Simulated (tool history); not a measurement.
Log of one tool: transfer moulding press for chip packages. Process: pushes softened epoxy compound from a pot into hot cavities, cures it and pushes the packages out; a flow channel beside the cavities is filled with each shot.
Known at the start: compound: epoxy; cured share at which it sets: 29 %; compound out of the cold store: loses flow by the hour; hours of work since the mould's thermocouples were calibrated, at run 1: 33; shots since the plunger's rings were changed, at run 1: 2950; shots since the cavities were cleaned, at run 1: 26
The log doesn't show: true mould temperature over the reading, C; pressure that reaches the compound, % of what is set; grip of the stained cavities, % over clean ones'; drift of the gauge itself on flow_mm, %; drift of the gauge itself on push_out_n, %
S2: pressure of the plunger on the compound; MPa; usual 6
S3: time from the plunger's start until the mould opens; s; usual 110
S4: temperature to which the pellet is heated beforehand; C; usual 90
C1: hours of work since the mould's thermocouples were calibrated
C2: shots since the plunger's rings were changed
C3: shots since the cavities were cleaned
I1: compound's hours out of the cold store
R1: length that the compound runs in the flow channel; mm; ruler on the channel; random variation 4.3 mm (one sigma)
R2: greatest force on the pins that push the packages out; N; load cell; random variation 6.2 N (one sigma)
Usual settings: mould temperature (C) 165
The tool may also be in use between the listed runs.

Run 1, hour 0: usual settings; C1 33; C2 2950; C3 26; I1 31.2. Result: R1 814 mm, R2 251 N.
Run 2, hour 8: usual settings; C1 39; C2 3043; C3 119; I1 13.4. Result: R1 931 mm, R2 265 N.
Run 3, hour 16.6: usual settings; C1 45; C2 3143; C3 219; I1 10.8. Result: R1 951 mm, R2 292 N.
At hour 20.8: plunger's sealing rings changed.
Run 4, hour 24.5: usual settings; C1 48; C2 42; C3 280; I1 32.4. Result: R1 860 mm, R2 318 N.
Run 5, hour 31.3: usual settings; C1 53; C2 122; C3 360; I1 14.9. Result: R1 962 mm, R2 329 N.
Run 6, hour 38.6: usual settings but mould temperature (C) 158; C1 58; C2 206; C3 444; I1 22.6. Result: R1 941 mm, R2 433 N.
At hour 43.4: cavities cleaned with cleaning compound and waxed.
Run 7, hour 48.5: usual settings; C1 64; C2 303; C3 59; I1 31.3. Result: R1 855 mm, R2 252 N.
Run 8, hour 58.8: usual settings; C1 71; C2 423; C3 179; I1 23.4. Result: R1 910 mm, R2 280 N.
Run 9, hour 63.3: usual settings; C1 74; C2 474; C3 230; I1 38.7. Result: R1 804 mm, R2 293 N.
Run 10, hour 68.3: usual settings; C1 78; C2 533; C3 289; I1 11.3. Result: R1 994 mm, R2 319 N.
Run 11, hour 74.4: usual settings; C1 82; C2 603; C3 359; I1 46.2. Result: R1 762 mm, R2 315 N.
Run 12, hour 81.7: usual settings; C1 87; C2 687; C3 443; I1 46.3. Result: R1 762 mm, R2 327 N.
At hour 86.7: cavities cleaned with cleaning compound and waxed.
Run 13, hour 93.2: usual settings but S2 5.32 MPa; C1 94; C2 803; C3 75; I1 46.5. Result: R1 718 mm, R2 253 N.
Run 14, hour 103.4: usual settings but S2 5.32 MPa; C1 101; C2 922; C3 194; I1 41. Result: R1 743 mm, R2 285 N.
Run 15, hour 109.8: usual settings but S2 5.32 MPa; C1 106; C2 996; C3 268; I1 46.1. Result: R1 715 mm, R2 295 N.
Run 16, hour 119.4: usual settings but mould temperature (C) 158, S2 5.85 MPa; C1 112; C2 1107; C3 379; I1 10.5. Result: R1 1008 mm, R2 472 N.
At hour 130: cavities cleaned with cleaning compound and waxed.
Run 17, hour 130.1: usual settings but mould temperature (C) 166, S2 5.47 MPa; C1 119; C2 1213; C3 1; I1 21.6. Result: R1 867 mm, R2 232 N.
Run 18, hour 135.8: usual settings but mould temperature (C) 166, S2 5.47 MPa, S3 143 s, S4 94 C; C1 123; C2 1279; C3 67; I1 28.5. Result: R1 822 mm, R2 224 N.
Run 19, hour 145.1: usual settings; C1 129; C2 1387; C3 175; I1 47.7. Result: R1 746 mm, R2 268 N.
Run 20, hour 152.4: usual settings; C1 134; C2 1471; C3 259; I1 12.2. Result: R1 968 mm, R2 308 N.
Run 21, hour 160.2: usual settings but mould temperature (C) 172, S4 96 C; C1 140; C2 1562; C3 350; I1 10.3. Result: R1 952 mm, R2 292 N.
Run 22, hour 167.5: usual settings but mould temperature (C) 172, S4 96 C; C1 145; C2 1646; C3 434; I1 28.8. Result: R1 821 mm, R2 304 N.
At hour 174: cavities cleaned with cleaning compound and waxed.
Run 23, hour 178.6: usual settings but mould temperature (C) 172, S2 5.14 MPa, S3 120 s, S4 92 C; C1 152; C2 1757; C3 53; I1 12.3. Result: R1 864 mm, R2 225 N.
Run 24, hour 186.1: usual settings but S2 5.56 MPa; C1 157; C2 1844; C3 140; I1 41.5. Result: R1 743 mm, R2 276 N.
Run 25, hour 193.4: usual settings but S2 4.97 MPa, S3 117 s; C1 162; C2 1929; C3 225; I1 11.7. Result: R1 873 mm, R2 301 N.
Run 26, hour 200.4: usual settings but S2 5.57 MPa, S3 117 s; C1 167; C2 2010; C3 306; I1 27.2. Result: R1 825 mm, R2 307 N.
Run 27, hour 207: usual settings but S2 5.57 MPa, S3 117 s; C1 172; C2 2086; C3 382; I1 44.5. Result: R1 725 mm, R2 328 N.
Run 28, hour 213.3: usual settings but mould temperature (C) 168, S2 5.84 MPa, S3 130 s; C1 176; C2 2159; C3 455; I1 24.4. Result: R1 850 mm, R2 311 N.

Forecast each of these 3 alternatives for the next run:
At hour 217.4: cavities cleaned with cleaning compound and waxed.
Run A, hour 222.6: usual settings but S3 114 s; C1 181; C2 2248; C3 59; I1 42.6. Result: R1 ?, R2 ?.
At hour 217.4: cavities cleaned with cleaning compound and waxed.
Run B, hour 222.6: usual settings but mould temperature (C) 168, S2 5.87 MPa, S3 117 s; C1 181; C2 2248; C3 59; I1 10.7. Result: R1 ?, R2 ?.
At hour 217.4: cavities cleaned with cleaning compound and waxed.
Run C, hour 222.6: usual settings but mould temperature (C) 168, S2 5.84 MPa; C1 181; C2 2248; C3 59; I1 25.8. Result: R1 ?, R2 ?.

run   R1   R2
  A  765  244
  B  941  250
  C  839  244
Without the tool's hidden state the same runs would have given:
run   R1   R2
  A  802  223
  B  986  229
  C  879  223

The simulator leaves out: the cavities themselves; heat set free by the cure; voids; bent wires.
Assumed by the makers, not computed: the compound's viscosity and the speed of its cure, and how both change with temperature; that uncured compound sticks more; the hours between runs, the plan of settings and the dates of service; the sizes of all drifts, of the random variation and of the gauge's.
